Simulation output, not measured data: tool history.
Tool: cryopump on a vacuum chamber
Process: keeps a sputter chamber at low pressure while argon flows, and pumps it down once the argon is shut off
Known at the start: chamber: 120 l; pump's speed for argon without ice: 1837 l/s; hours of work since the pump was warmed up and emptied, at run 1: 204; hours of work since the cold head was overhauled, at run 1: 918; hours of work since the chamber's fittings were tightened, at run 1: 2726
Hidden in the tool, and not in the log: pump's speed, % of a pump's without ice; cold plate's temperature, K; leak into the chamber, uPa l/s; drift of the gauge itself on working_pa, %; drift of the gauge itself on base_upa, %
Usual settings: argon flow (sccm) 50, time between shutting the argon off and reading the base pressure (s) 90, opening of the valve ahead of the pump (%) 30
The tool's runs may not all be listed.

run    hour  argon flow (sccm)  time between shutting the argon off and reading the base pressure (s)  opening of the valve ahead of the pump (%)  hours of work since the pump was warmed up and emptied  hours of work since the cold head was overhauled  hours of work since the chamber's fittings were tightened  pressure while argon flows (Pa)  pressure after the wait (uPa)
  1     0.0                 50                                                                     90                                          30                                                     204                                               918                                                       2726                           0.1635                           1.95
  2    39.6                 50                                                                     90                                          30                                                     224                                               938                                                       2746                           0.1627                           2.06
  3    90.9                 50                                                                     90                                          30                                                     250                                               964                                                       2772                           0.1667                           2.07
  4   120.3                 46                                                                     90                                          30                                                     265                                               979                                                       2787                           0.1511                           2.14
  5   175.2                 46                                                                     90                                          30                                                     293                                              1006                                                       2815                           0.1544                           2.24
  6   213.8                 46                                                                     90                                          30                                                     313                                              1026                                                       2835                           0.1543                           2.23
      273.2  -- pump warmed up, emptied and cooled again
  7   276.5                 46                                                                    140                                          30                                                       2                                              1055                                                       2864                           0.1425                           1.67
  8   304.7                 50                                                                     90                                          30                                                      16                                              1070                                                       2878                           0.1546                           1.83
  9   342.1                 50                                                                     90                                          30                                                      35                                              1089                                                       2897                           0.1548                           1.89
 10   399.3                 38                                                                     90                                          30                                                      64                                              1118                                                       2926                           0.1194                           1.94
 11   438.8                 50                                                                     90                                          30                                                      84                                              1138                                                       2946                           0.1576                           1.93
 12   477.9                 50                                                                     90                                          30                                                     104                                              1157                                                       2966                           0.1572                           1.96
 13   510.4                 50                                                                     90                                          30                                                     120                                              1174                                                       2982                           0.1609                           2.02
 14   540.5                 50                                                                     90                                          30                                                     136                                              1189                                                       2998                           0.1592                           2.00
 15   576.5                 50                                                                     90                                          30                                                     154                                              1207                                                       3016                           0.1609                           2.09
 16   604.7                 50                                                                     90                                          30                                                     168                                              1222                                                       3030                           0.1603                           2.18
 17   647.7                 50                                                                     90                                          30                                                     190                                              1244                                                       3052                           0.1641                           2.11
 18   671.8                 50                                                                     90                                          30                                                     202                                              1256                                                       3064                           0.1637                           2.11
 19   700.1                 78                                                                    231                                          40                                                     217                                              1270                                                       3079                           0.1973                           2.05
 20   755.8                 50                                                                     46                                          18                                                     245                                              1298                                                       3107                           0.2699                           2.65
 21   809.4                 50                                                                     46                                          18                                                     272                                              1326                                                       3134                           0.2708                           2.70
 22   864.3                 50                                                                    128                                          31                                                     300                                              1353                                                       3162                           0.1637                           2.35
 23   901.1                 50                                                                    209                                          33                                                     318                                              1372                                                       3181                           0.1579                           2.40
 24   932.2                 54                                                                     54                                          17                                                     334                                              1388                                                       3196                           0.3123                           2.87
      949.3  -- pump warmed up, emptied and cooled again
 25   962.0                 88                                                                    289                                          17                                                       6                                              1400                                                       3209                           0.4799                           1.74
 26  1017.5                 50                                                                    103                                          55                                                      35                                              1429                                                       3237                           0.0858                           1.92
 27  1060.8                 50                                                                    103                                          55                                                      57                                              1451                                                       3259                           0.0869                           2.06
 28  1115.7                 50                                                                    103                                          55                                                      84                                              1478                                                       3287                           0.0887                           2.06
 29  1166.4                 50                                                                    103                                          55                                                     110                                              1504                                                       3313                           0.0903                           2.16
 30  1207.9                 50                                                                    103                                          55                                                     131                                              1525                                                       3334                           0.0915                           2.15
 31  1235.2                 41                                                                    103                                          32                                                     145                                              1539                                                       3347                           0.1228                           2.25

Forecast run 32:
 32  1289.3                 71                                                                     53                                          22                                                     172                                              1566                                                       3375                                ?                              ?

Run 32 gave pressure while argon flows (Pa) 0.3100, pressure after the wait (uPa) 2.58.
Without the tool's hidden state the same run would have given pressure while argon flows (Pa) 0.2970, pressure after the wait (uPa) 0.81.
